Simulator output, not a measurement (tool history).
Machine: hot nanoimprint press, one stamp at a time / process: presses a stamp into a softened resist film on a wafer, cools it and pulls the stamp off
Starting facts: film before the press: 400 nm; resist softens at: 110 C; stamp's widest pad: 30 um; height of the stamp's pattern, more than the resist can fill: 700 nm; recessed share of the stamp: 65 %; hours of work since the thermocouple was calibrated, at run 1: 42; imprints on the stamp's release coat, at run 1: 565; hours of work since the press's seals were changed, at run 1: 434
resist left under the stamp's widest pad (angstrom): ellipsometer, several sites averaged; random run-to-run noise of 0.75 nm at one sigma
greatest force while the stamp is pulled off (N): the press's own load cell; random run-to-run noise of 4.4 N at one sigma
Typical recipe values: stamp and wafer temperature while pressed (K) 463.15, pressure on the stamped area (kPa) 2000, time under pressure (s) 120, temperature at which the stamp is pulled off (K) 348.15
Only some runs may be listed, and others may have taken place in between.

| run | day | stamp and wafer temperature while pressed (K) | pressure on the stamped area (kPa) | time under pressure (s) | temperature at which the stamp is pulled off (K) | hours of work since the thermocouple was calibrated | imprints on the stamp's release coat | hours of work since the press's seals were changed | resist left under the stamp's widest pad (angstrom) | greatest force while the stamp is pulled off (N) |
|---|---|---|---|---|---|---|---|---|---|---|
| 1 | 0.000 | 463.15 | 2000 | 120 | 348.15 | 42 | 565 | 434 | 2098 | 256 |
| 2 | 0.554 | 467.15 | 2000 | 120 | 348.15 | 48 | 610 | 441 | 1874 | 259 |
| 3 | 1.558 | 463.15 | 2000 | 120 | 348.15 | 61 | 691 | 453 | 2116 | 268 |
| 4 | 2.204 | 463.15 | 2000 | 120 | 347.15 | 69 | 743 | 461 | 2105 | 278 |
| 5 | 3.433 | 463.15 | 2000 | 120 | 347.15 | 84 | 843 | 476 | 2112 | 265 |
|  | 4.758 | stamp cleaned and given a new release coat |
| 6 | 4.850 | 463.15 | 2000 | 120 | 348.15 | 98 | 7 | 491 | 2101 | 216 |
| 7 | 5.438 | 463.15 | 2000 | 120 | 348.15 | 105 | 55 | 498 | 2097 | 218 |
| 8 | 6.058 | 463.15 | 2000 | 120 | 348.15 | 113 | 105 | 505 | 2111 | 221 |
| 9 | 7.092 | 463.15 | 2000 | 120 | 348.15 | 126 | 189 | 518 | 2111 | 222 |
| 10 | 7.733 | 463.15 | 2000 | 120 | 348.15 | 134 | 241 | 526 | 2103 | 230 |
| 11 | 8.408 | 463.15 | 2000 | 168 | 348.15 | 142 | 296 | 534 | 1864 | 227 |
| 12 | 9.446 | 463.15 | 2000 | 168 | 348.15 | 155 | 380 | 547 | 1857 | 232 |
| 13 | 10.579 | 463.15 | 2000 | 168 | 348.15 | 168 | 472 | 561 | 1855 | 240 |
| 14 | 11.679 | 463.15 | 2000 | 168 | 348.15 | 182 | 561 | 574 | 1859 | 253 |
| 15 | 12.625 | 463.15 | 2000 | 168 | 348.15 | 194 | 638 | 586 | 1853 | 254 |
| 16 | 13.300 | 463.15 | 2000 | 153 | 347.15 | 202 | 692 | 594 | 1928 | 260 |
| 17 | 14.042 | 454.15 | 2000 | 120 | 345.15 | 211 | 752 | 603 | 2674 | 267 |
| 18 | 14.888 | 455.15 | 2000 | 226 | 348.15 | 221 | 821 | 614 | 2160 | 262 |
| 19 | 15.492 | 454.15 | 2000 | 226 | 342.15 | 229 | 870 | 621 | 2215 | 288 |
|  | 16.479 | stamp cleaned and given a new release coat |
| 20 | 16.683 | 454.15 | 2000 | 226 | 342.15 | 240 | 16 | 633 | 2220 | 230 |
| 21 | 17.396 | 454.15 | 2810 | 226 | 342.15 | 249 | 74 | 642 | 1919 | 231 |
| 22 | 18.542 | 454.15 | 2810 | 226 | 342.15 | 263 | 167 | 656 | 1921 | 241 |
| 23 | 19.479 | 474.15 | 3050 | 65 | 347.15 | 275 | 243 | 667 | 1579 | 230 |
| 24 | 20.492 | 455.15 | 2000 | 120 | 348.15 | 287 | 325 | 680 | 2608 | 232 |
|  | 21.567 | press's hydraulic seals changed and the load cell set to zero |
| 25 | 21.996 | 453.15 | 2750 | 82 | 334.15 | 302 | 420 | 5 | 2709 | 283 |
| 26 | 23.233 | 463.15 | 2000 | 80 | 349.15 | 317 | 520 | 20 | 2354 | 234 |
| 27 | 24.254 | 463.15 | 2000 | 80 | 349.15 | 329 | 603 | 33 | 2341 | 237 |
| 28 | 25.171 | 463.15 | 2000 | 80 | 349.15 | 341 | 677 | 44 | 2365 | 247 |
| 29 | 26.379 | 463.15 | 2000 | 80 | 349.15 | 355 | 775 | 59 | 2353 | 256 |
| 30 | 27.004 | 456.15 | 2000 | 66 | 348.15 | 363 | 825 | 67 | 2917 | 258 |

Selected run-to-run steps in resist left under the stamp's widest pad (angstrom), each split into two signed amounts: the part the tool would show with no hidden state at all (from settings, incoming material and random variation), and the remainder, which goes to the hidden state together with any gauge scatter not common to the measured and the hidden-state-free results:
Hidden conditions of the tool in this case: true temperature over the reading, C; pressure that arrives at the usual setting, %; grip of the stamp's worn release coat, % over a new coat's; drift of the gauge itself on residual_nm, %; drift of the gauge itself on pull_off_n, %.
Run 16 -> 17: stamp and wafer temperature while pressed (K) 463.15 -> 454.15, time under pressure (s) 153 -> 120, temperature at which the stamp is pulled off (K) 347.15 -> 345.15. resist left under the stamp's widest pad (angstrom) +746: hidden state -3, all else +749.
Run 20 -> 21: pressure on the stamped area (kPa) 2000 -> 2810. resist left under the stamp's widest pad (angstrom) -301: hidden state +6, all else -307.
Run 23 -> 24: stamp and wafer temperature while pressed (K) 474.15 -> 455.15, pressure on the stamped area (kPa) 3050 -> 2000, time under pressure (s) 65 -> 120, temperature at which the stamp is pulled off (K) 347.15 -> 348.15. resist left under the stamp's widest pad (angstrom) +1029: hidden state -16, all else +1045.
Run 24 -> 25: stamp and wafer temperature while pressed (K) 455.15 -> 453.15, pressure on the stamped area (kPa) 2000 -> 2750, time under pressure (s) 120 -> 82, temperature at which the stamp is pulled off (K) 348.15 -> 334.15, press's hydraulic seals changed and the load cell set to zero. resist left under the stamp's widest pad (angstrom) +101: hidden state -16, all else +117.
Run 29 -> 30: stamp and wafer temperature while pressed (K) 463.15 -> 456.15, time under pressure (s) 80 -> 66, temperature at which the stamp is pulled off (K) 349.15 -> 348.15. resist left under the stamp's widest pad (angstrom) +564: hidden state -1, all else +565.

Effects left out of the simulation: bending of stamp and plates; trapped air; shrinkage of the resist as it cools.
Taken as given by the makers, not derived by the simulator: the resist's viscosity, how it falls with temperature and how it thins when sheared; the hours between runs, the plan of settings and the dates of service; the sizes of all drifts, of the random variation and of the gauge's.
